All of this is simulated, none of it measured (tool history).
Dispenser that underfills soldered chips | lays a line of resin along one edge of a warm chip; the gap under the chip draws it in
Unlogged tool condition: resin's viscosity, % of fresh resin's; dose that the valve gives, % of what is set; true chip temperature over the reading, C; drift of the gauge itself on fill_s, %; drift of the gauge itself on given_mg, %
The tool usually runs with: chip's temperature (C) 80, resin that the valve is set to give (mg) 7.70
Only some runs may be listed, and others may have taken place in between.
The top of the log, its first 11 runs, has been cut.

run   hour  chip's temperature (C)  resin that the valve is set to give (mg)  hours of work since the syringe was changed  hours of work since the valve was cleaned  hours of work since the stage was calibrated  time until the resin shows at the far edge (s)  resin that the valve gave (mg)
 12   71.4                      80                                      7.70                                            4                                         41                                           243                                            94.1                            7.40
 13   74.8                      89                                      7.70                                            6                                         44                                           246                                            76.9                            7.40
      78.8  -- new syringe of resin
 14   79.5                      80                                      8.46                                            0                                         47                                           249                                            86.0                            8.08
 15   85.7                      80                                      8.46                                            5                                         51                                           254                                           100.7                            8.06
      91.4  -- new syringe of resin
 16   92.9                      80                                      8.46                                            1                                         56                                           259                                            85.7                            7.96
 17  100.1                      80                                      8.46                                            6                                         62                                           264                                           106.6                            8.01
     103.8  -- new syringe of resin
 18  105.9                      80                                      8.46                                            2                                         66                                           268                                            89.5                            8.05
 19  113.3                      76                                      8.26                                            7                                         71                                           274                                           125.1                            7.87
     116.3  -- new syringe of resin
 20  117.6                      68                                      7.62                                            1                                         74                                           276                                           137.8                            7.15
 21  123.8                      66                                      9.39                                            6                                         79                                           281                                           170.8                            8.82
     128.6  -- new syringe of resin
 22  129.0                      80                                      9.27                                            0                                         82                                           285                                            82.3                            8.64
 23  135.6                      80                                      8.72                                            5                                         87                                           289                                            99.6                            8.16
     141.2  -- new syringe of resin
 24  142.9                      85                                      6.66                                            1                                         92                                           295                                            78.6                            6.21
 25  150.5                      67                                      6.72                                            7                                         98                                           300                                           193.9                            6.16
     154.1  -- new syringe of resin
 26  157.4                      80                                      8.10                                            2                                        103                                           305                                            89.9                            7.38
 27  164.5                      92                                      7.70                                            8                                        108                                           310                                            72.6                            7.00
     166.7  -- dispensing valve cleaned and set on the balance
     167.5  -- new syringe of resin
 28  171.3                      92                                      7.70                                            3                                          3                                           314                                            58.5                            7.72
 29  177.8                      74                                      7.20                                            8                                          8                                           319                                           142.6                            7.26
     180.1  -- new syringe of resin
 30  182.9                      75                                      6.75                                            2                                         11                                           323                                           113.7                            6.68
 31  188.1                      82                                      9.62                                            6                                         15                                           326                                            92.9                            9.54
     192.6  -- new syringe of resin
 32  193.9                      80                                      8.69                                            1                                         19                                           330                                            83.2                            8.54
 33  198.2                      80                                      8.69                                            4                                         22                                           334                                            93.4                            8.60
 34  202.9                      83                                      6.52                                            8                                         26                                           337                                           105.5                            6.43
     205.1  -- new syringe of resin
 35  208.5                      79                                      6.52                                            2                                         30                                           341                                            98.6                            6.33
 36  215.7                      74                                      9.35                                            8                                         35                                           346                                           135.1                            9.02

Forecast each of these 3 alternatives for the next run:
     218.0  -- new syringe of resin
  A  223.5                      67                                      9.20                                            4                                         41                                           352                                               ?                               ?
     218.0  -- new syringe of resin
  B  223.5                      69                                      9.37                                            4                                         41                                           352                                               ?                               ?
     218.0  -- new syringe of resin
  C  223.5                      66                                      8.61                                            4                                         41                                           352                                               ?                               ?

run  time until the resin shows at the far edge (s)  resin that the valve gave (mg)
  A                                           155.8                            8.90
  B                                           141.3                            9.01
  C                                           158.9                            8.45
The same runs, with their run-to-run variation unchanged, on a tool lacking any hidden condition would have given:
run  time until the resin shows at the far edge (s)  resin that the valve gave (mg)
  A                                           146.5                            9.17
  B                                           132.8                            9.28
  C                                           149.4                            8.71
